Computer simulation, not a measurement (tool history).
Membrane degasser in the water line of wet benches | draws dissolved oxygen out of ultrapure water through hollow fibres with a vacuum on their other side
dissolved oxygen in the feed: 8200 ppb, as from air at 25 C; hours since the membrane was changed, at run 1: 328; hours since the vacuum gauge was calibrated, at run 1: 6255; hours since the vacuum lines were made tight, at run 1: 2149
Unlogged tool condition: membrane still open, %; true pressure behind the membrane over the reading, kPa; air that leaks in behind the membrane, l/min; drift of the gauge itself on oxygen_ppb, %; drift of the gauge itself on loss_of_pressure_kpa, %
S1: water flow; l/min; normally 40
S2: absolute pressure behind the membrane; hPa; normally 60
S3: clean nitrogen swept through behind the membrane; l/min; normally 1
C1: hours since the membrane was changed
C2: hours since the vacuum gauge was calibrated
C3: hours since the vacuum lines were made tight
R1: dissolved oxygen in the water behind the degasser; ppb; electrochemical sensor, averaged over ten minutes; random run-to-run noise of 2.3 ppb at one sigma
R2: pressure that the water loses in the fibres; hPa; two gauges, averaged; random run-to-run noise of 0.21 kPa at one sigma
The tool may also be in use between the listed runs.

run,hour,S1,S2,S3,C1,C2,C3,R1,R2
1,0,40,60,1,328,6255,2149,244.5,472.9
2,30.7,40,60,1,359,6285,2180,239.3,472.1
3,74.1,40,60,1,403,6329,2223,238.6,474.7
4,113.8,40,60,1,442,6368,2263,240.7,473.5
5,146.9,27,60,1,475,6402,2296,172.2,322.6
6,183.7,40,63.3,1,512,6438,2333,268.1,475.9
7,211.7,40,63.3,1,540,6466,2361,269,476
8,245.3,40,60,1,574,6500,2394,237.1,477.5
9,279.5,40,60,1,608,6534,2428,241.1,475.5
10,320,40,60,1,648,6575,2469,244.2,474
11,358.2,40,113.9,1,687,6613,2507,632.2,476.8
12,400.2,40,113.9,1,729,6655,2549,642.7,474.6
13,436.9,40,60,1,765,6692,2586,238.7,476
14,481.4,40,60,1.84,810,6736,2630,148.9,476.2
15,522.9,40,60,1.84,851,6777,2672,149.8,475.3
16,550.6,40,60,1.84,879,6805,2699,149.7,474.6
17,570.2,40,120,1.84,899,6825,2719,424.3,472.1
18,595.1,40,120,1.84,923,6850,2744,413.4,476.9
19,621.8,43,80.8,1.84,950,6876,2771,260,511
20,647.7,43,70.3,1.83,976,6902,2797,210.7,510
21,666.5,43,70.3,1.83,995,6921,2815,212.9,511.9
22,685.1,59,70.3,1.07,1014,6940,2834,430.2,702.6
23,711.5,35,64.4,0.94,1040,6966,2860,256.9,416.7
24,748.7,44,37.6,0.43,1077,7003,2898,126.7,525
25,768.5,44,45.5,0.43,1097,7023,2917,244.2,524.1
26,798,44,45.5,0.43,1126,7053,2947,245.1,523.4
27,834.6,40,101.6,1.8,1163,7089,2983,352.3,475.9
28,869.6,40,101.6,1.8,1198,7124,3018,352.5,477.1
29,890,29,80.4,0.82,1218,7145,3039,356.1,341.2
30,918.3,29,80.4,0.82,1247,7173,3067,355.5,342.3

Here are 5 independent what-if runs from the current tool condition. What would each one return?
A,952.4,40,60,0.5,1281,7207,3101,?,?
B,952.4,27,121,1.18,1281,7207,3101,?,?
C,952.4,46,140.3,1,1281,7207,3101,?,?
D,952.4,37,80.4,0.82,1281,7207,3101,?,?
E,952.4,48,55.7,0.91,1281,7207,3101,?,?

run,R1,R2
A,391.3,478.5
B,438.4,324
C,906.5,549.2
D,425.6,441.2
E,259.1,568.8
What these runs would have given with no unlogged condition in the tool:
run,R1,R2
A,368.3,477.1
B,428.8,323
C,892.2,547.5
D,410.3,439.9
E,241.2,567
